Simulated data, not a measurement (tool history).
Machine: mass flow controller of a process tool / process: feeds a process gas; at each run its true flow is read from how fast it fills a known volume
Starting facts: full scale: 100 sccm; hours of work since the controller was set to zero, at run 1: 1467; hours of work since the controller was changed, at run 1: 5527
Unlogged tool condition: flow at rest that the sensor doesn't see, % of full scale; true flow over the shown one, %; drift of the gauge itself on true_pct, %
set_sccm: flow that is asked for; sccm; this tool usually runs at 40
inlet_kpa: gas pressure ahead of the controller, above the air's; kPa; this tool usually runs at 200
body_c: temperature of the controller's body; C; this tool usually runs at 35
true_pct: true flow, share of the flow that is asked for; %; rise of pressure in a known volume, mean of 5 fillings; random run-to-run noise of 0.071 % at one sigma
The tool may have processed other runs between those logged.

run,day,set_sccm,inlet_kpa,body_c,hours of work since the controller was set to zero,hours of work since the controller was changed,true_pct
1,0,40,200,35,1467,5527,99.4
2,11.742,40,200,35,1587,5647,99.46
3,26.125,34,200,35,1734,5794,99.38
4,37.046,40,200,35,1846,5906,99.74
5,51.375,40,200,26,1992,6052,98.67
6,60.079,78,200,35,2081,6141,100.96
7,71.867,16,200,35,2202,6261,99.35
8,80.417,40,200,35,2289,6349,100.02
9,90.992,40,200,35,2397,6457,100.02
10,103.433,40,200,35,2524,6584,100.38
11,118.483,40,200,35,2678,6738,100.24
12,127.512,71,229,35,2770,6830,101.43
13,142.354,40,208,27,2922,6981,99.65
14,158.692,67,158,25,3089,7148,100.06
15,167.096,35,158,40,3174,7234,100.86

Below, some changes in true_pct between adjacent runs. For each, the amount present without the hidden state too (settings, incoming material, random variation) and the amount remaining for the hidden state with gauge scatter not shared by both compared results:
Run 5 -> 6: set_sccm 40 -> 78, body_c 26 -> 35. true_pct +2.29 %: hidden state +0.08, all else +2.21.
Run 13 -> 14: set_sccm 40 -> 67, inlet_kpa 208 -> 158, body_c 27 -> 25. true_pct +0.41 %: hidden state +0.13, all else +0.28.

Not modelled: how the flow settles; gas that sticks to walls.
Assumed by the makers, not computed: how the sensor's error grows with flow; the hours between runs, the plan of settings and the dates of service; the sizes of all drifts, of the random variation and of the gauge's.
